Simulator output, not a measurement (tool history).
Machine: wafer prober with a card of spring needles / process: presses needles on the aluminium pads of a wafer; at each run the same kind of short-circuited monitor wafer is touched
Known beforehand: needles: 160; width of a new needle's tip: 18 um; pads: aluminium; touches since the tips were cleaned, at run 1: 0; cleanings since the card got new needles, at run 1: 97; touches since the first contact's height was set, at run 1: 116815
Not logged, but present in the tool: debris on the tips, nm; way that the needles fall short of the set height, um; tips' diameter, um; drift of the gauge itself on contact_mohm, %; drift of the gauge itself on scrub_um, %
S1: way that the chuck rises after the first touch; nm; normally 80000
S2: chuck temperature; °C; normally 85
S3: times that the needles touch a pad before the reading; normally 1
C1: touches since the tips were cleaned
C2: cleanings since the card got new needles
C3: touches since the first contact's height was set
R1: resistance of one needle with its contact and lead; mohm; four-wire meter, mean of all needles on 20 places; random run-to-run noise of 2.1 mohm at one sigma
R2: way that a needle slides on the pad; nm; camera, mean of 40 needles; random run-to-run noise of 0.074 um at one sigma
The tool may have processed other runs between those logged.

run,hour,S1,S2,S3,C1,C2,C3,R1,R2
1,0.0,80000,85,1,0,97,116815,251,14090
# hour 6.4: tips cleaned on abrasive film
# hour 12.7: tips cleaned on abrasive film
2,12.7,80000,85,1,2,99,123204,258,14060
# hour 18.4: tips cleaned on abrasive film
# hour 24.6: tips cleaned on abrasive film
3,25.2,80000,85,1,340,101,129499,292,14010
# hour 30.1: tips cleaned on abrasive film
# hour 36.2: tips cleaned on abrasive film
# hour 41.3: tips cleaned on abrasive film
# hour 47.5: tips cleaned on abrasive film
4,48.7,80000,62,1,610,105,141296,285,14080
# hour 53.6: tips cleaned on abrasive film
# hour 59.7: tips cleaned on abrasive film
5,61.7,80000,62,1,1061,107,147842,328,13910
# hour 65.6: tips cleaned on abrasive film
# hour 71.7: tips cleaned on abrasive film
6,71.8,80000,62,1,56,109,152904,250,13820
# hour 76.9: tips cleaned on abrasive film
# hour 83.1: tips cleaned on abrasive film
7,88.0,80000,62,1,2523,111,161077,414,13880
# hour 89.4: tips cleaned on abrasive film
# hour 90.9: height of the first contact set anew
# hour 96.0: tips cleaned on abrasive film
# hour 102.1: tips cleaned on abrasive film
8,106.4,80000,62,1,2172,114,7792,387,14730
# hour 107.7: tips cleaned on abrasive film
# hour 113.9: tips cleaned on abrasive film
# hour 119.0: tips cleaned on abrasive film
9,120.9,69000,62,1,952,117,15028,343,12590
# hour 124.6: tips cleaned on abrasive film
# hour 130.8: tips cleaned on abrasive film
# hour 136.9: tips cleaned on abrasive film
10,138.4,69000,62,1,747,120,23831,322,12580
# hour 142.1: tips cleaned on abrasive film
# hour 147.2: tips cleaned on abrasive film
# hour 153.3: tips cleaned on abrasive film
# hour 159.6: tips cleaned on abrasive film
11,163.1,77000,85,2,1812,124,36267,326,13920
# hour 165.6: tips cleaned on abrasive film
# hour 171.6: tips cleaned on abrasive film
# hour 176.7: tips cleaned on abrasive film
12,179.9,92000,120,1,1630,127,44665,327,16670
# hour 182.4: tips cleaned on abrasive film
# hour 188.3: tips cleaned on abrasive film
# hour 194.6: tips cleaned on abrasive film
13,196.1,80000,113,1,728,130,52782,311,14310
# hour 200.9: tips cleaned on abrasive film
# hour 206.0: tips cleaned on abrasive film
# hour 212.4: tips cleaned on abrasive film
# hour 218.2: tips cleaned on abrasive film
14,219.1,80000,93,2,431,134,64338,268,14320
# hour 224.2: tips cleaned on abrasive film
# hour 230.4: tips cleaned on abrasive film
# hour 236.4: tips cleaned on abrasive film
15,239.5,80000,29,3,1565,137,74622,277,14310
# hour 241.9: tips cleaned on abrasive film
# hour 247.9: tips cleaned on abrasive film
# hour 253.8: tips cleaned on abrasive film
# hour 258.9: tips cleaned on abrasive film
16,261.6,64000,29,2,1377,141,85701,353,11290
# hour 265.2: tips cleaned on abrasive film
# hour 271.6: tips cleaned on abrasive film
# hour 277.8: tips cleaned on abrasive film
17,279.4,80000,81,1,794,144,94624,323,14260
# hour 283.2: tips cleaned on abrasive film
# hour 289.6: tips cleaned on abrasive film
18,294.1,80000,81,1,2303,146,102036,414,14120
# hour 295.4: tips cleaned on abrasive film
# hour 300.5: tips cleaned on abrasive film
19,304.5,80000,81,1,2056,148,107287,386,14220

Each row is a separate what-if for the run after 19, all from the same tool condition, not one after another. Results?
# hour 305.7: tips cleaned on abrasive film
# hour 312.0: tips cleaned on abrasive film
# hour 317.1: tips cleaned on abrasive film
A,319.5,78000,36,2,1257,151,114791,?,?
# hour 305.7: tips cleaned on abrasive film
# hour 312.0: tips cleaned on abrasive film
# hour 317.1: tips cleaned on abrasive film
B,319.5,91000,81,1,1257,151,114791,?,?
# hour 305.7: tips cleaned on abrasive film
# hour 312.0: tips cleaned on abrasive film
# hour 317.1: tips cleaned on abrasive film
C,319.5,80000,26,1,1257,151,114791,?,?
# hour 305.7: tips cleaned on abrasive film
# hour 312.0: tips cleaned on abrasive film
# hour 317.1: tips cleaned on abrasive film
D,319.5,74000,40,1,1257,151,114791,?,?

run,R1,R2
A,304,13730
B,324,16130
C,350,13930
D,369,12950
With the hidden condition removed and each run's random variation left untouched, the same runs would have given:
run,R1,R2
A,223,14380
B,230,16780
C,221,14570
D,224,13610

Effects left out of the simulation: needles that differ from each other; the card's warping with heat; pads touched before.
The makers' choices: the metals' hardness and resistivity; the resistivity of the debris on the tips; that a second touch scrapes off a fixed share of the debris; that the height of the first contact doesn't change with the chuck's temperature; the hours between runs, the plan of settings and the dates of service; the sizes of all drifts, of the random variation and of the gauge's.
